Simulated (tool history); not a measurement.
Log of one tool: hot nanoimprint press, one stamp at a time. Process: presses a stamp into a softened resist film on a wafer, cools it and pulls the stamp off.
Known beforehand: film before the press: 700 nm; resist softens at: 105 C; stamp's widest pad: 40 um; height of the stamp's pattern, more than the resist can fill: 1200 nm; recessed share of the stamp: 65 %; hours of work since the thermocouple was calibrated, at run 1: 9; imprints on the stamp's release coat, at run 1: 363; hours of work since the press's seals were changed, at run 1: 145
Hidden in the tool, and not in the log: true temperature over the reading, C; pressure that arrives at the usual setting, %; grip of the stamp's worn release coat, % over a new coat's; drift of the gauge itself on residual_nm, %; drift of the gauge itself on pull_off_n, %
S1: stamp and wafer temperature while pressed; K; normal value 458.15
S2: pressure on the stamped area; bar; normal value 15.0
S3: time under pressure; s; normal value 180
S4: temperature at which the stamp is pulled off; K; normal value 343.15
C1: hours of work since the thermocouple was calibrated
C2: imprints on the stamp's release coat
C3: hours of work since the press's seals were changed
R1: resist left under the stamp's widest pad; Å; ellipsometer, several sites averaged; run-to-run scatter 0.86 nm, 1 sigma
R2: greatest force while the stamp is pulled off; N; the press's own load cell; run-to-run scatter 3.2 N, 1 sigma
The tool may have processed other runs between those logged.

Run 1, hour 0.0: usual settings; C1 9; C2 363; C3 145. Result: R1 3501 Å, R2 201 N.
Run 2, hour 24.6: usual settings but S4 339.15 K; C1 25; C2 428; C3 160. Result: R1 3494 Å, R2 236 N.
Run 3, hour 42.7: usual settings but S4 339.15 K; C1 36; C2 476; C3 171. Result: R1 3471 Å, R2 230 N.
Run 4, hour 59.6: usual settings but S3 148 s; C1 47; C2 521; C3 182. Result: R1 3694 Å, R2 214 N.
Run 5, hour 82.7: usual settings; C1 61; C2 583; C3 197. Result: R1 3453 Å, R2 221 N.
Run 6, hour 104.0: usual settings; C1 75; C2 639; C3 210. Result: R1 3466 Å, R2 220 N.
Run 7, hour 129.3: usual settings but S3 219 s; C1 91; C2 706; C3 226. Result: R1 3226 Å, R2 224 N.
Run 8, hour 145.1: usual settings but S3 219 s; C1 101; C2 748; C3 236. Result: R1 3232 Å, R2 229 N.
At hour 166.4: stamp cleaned and given a new release coat.
Run 9, hour 174.2: usual settings but S3 219 s; C1 115; C2 21; C3 250. Result: R1 3248 Å, R2 178 N.
Run 10, hour 189.6: usual settings but S3 219 s; C1 125; C2 61; C3 260. Result: R1 3245 Å, R2 184 N.
Run 11, hour 209.6: usual settings but S3 219 s; C1 137; C2 114; C3 273. Result: R1 3237 Å, R2 189 N.
Run 12, hour 225.7: usual settings; C1 147; C2 157; C3 283. Result: R1 3421 Å, R2 186 N.
At hour 230.0: plate thermocouple calibrated.
Run 13, hour 246.0: usual settings; C1 10; C2 203; C3 294. Result: R1 3433 Å, R2 191 N.
Run 14, hour 268.8: usual settings; C1 24; C2 264; C3 308. Result: R1 3421 Å, R2 195 N.
Run 15, hour 288.0: usual settings; C1 37; C2 315; C3 320. Result: R1 3412 Å, R2 192 N.
Run 16, hour 313.1: usual settings but S3 317 s, S4 335.15 K; C1 52; C2 381; C3 336. Result: R1 2825 Å, R2 250 N.
At hour 324.4: plate thermocouple calibrated, once more.
Run 17, hour 342.4: usual settings but S4 331.15 K; C1 11; C2 451; C3 352. Result: R1 3513 Å, R2 269 N.
Run 18, hour 368.2: usual settings but S4 331.15 K; C1 28; C2 519; C3 369. Result: R1 3516 Å, R2 289 N.
Run 19, hour 380.6: usual settings but S4 331.15 K; C1 35; C2 552; C3 376. Result: R1 3501 Å, R2 292 N.
Run 20, hour 394.2: usual settings but S1 463.15 K, S2 11.2 bar, S3 254 s, S4 341.15 K; C1 44; C2 588; C3 385. Result: R1 3090 Å, R2 227 N.
Run 21, hour 407.0: usual settings but S1 463.15 K, S2 11.2 bar, S3 254 s, S4 341.15 K; C1 52; C2 623; C3 393. Result: R1 3095 Å, R2 234 N.
Run 22, hour 430.2: usual settings but S3 143 s, S4 338.15 K; C1 66; C2 684; C3 408. Result: R1 3769 Å, R2 261 N.
Run 23, hour 450.6: usual settings but S3 143 s, S4 338.15 K; C1 79; C2 738; C3 420. Result: R1 3752 Å, R2 265 N.
At hour 476.0: stamp cleaned and given a new release coat.
Run 24, hour 479.8: usual settings but S1 462.15 K, S2 17.5 bar; C1 94; C2 10; C3 435. Result: R1 2797 Å, R2 183 N.
Run 25, hour 500.9: usual settings but S1 450.15 K, S2 14.6 bar, S3 155 s, S4 334.15 K; C1 107; C2 66; C3 448. Result: R1 4761 Å, R2 229 N.
Run 26, hour 513.6: usual settings but S3 264 s; C1 115; C2 100; C3 456. Result: R1 3080 Å, R2 185 N.
Run 27, hour 537.2: usual settings but S2 22.2 bar, S3 352 s; C1 130; C2 162; C3 471. Result: R1 2238 Å, R2 189 N.
Run 28, hour 562.8: usual settings but S1 467.15 K, S2 15.5 bar, S4 329.15 K; C1 146; C2 230; C3 487. Result: R1 2529 Å, R2 270 N.
Run 29, hour 589.0: usual settings but S2 9.4 bar, S3 200 s, S4 340.15 K; C1 163; C2 299; C3 504. Result: R1 4226 Å, R2 214 N.

Predict each of these 3 candidate next runs independently; none follows another, all start after run 29:
Run A, hour 612.6: usual settings but S2 9.4 bar, S3 234 s, S4 333.15 K; C1 177; C2 362; C3 519. Result: R1 ?, R2 ?.
Run B, hour 612.6: usual settings but S1 468.15 K; C1 177; C2 362; C3 519. Result: R1 ?, R2 ?.
Run C, hour 612.6: usual settings but S2 10.2 bar, S3 200 s, S4 340.15 K; C1 177; C2 362; C3 519. Result: R1 ?, R2 ?.

run    R1   R2
  A  4037  254
  B  2503  199
  C  4069  216
With the hidden condition removed and each run's random variation left untouched, the same runs would have given:
run    R1   R2
  A  4065  226
  B  2506  178
  C  4094  193

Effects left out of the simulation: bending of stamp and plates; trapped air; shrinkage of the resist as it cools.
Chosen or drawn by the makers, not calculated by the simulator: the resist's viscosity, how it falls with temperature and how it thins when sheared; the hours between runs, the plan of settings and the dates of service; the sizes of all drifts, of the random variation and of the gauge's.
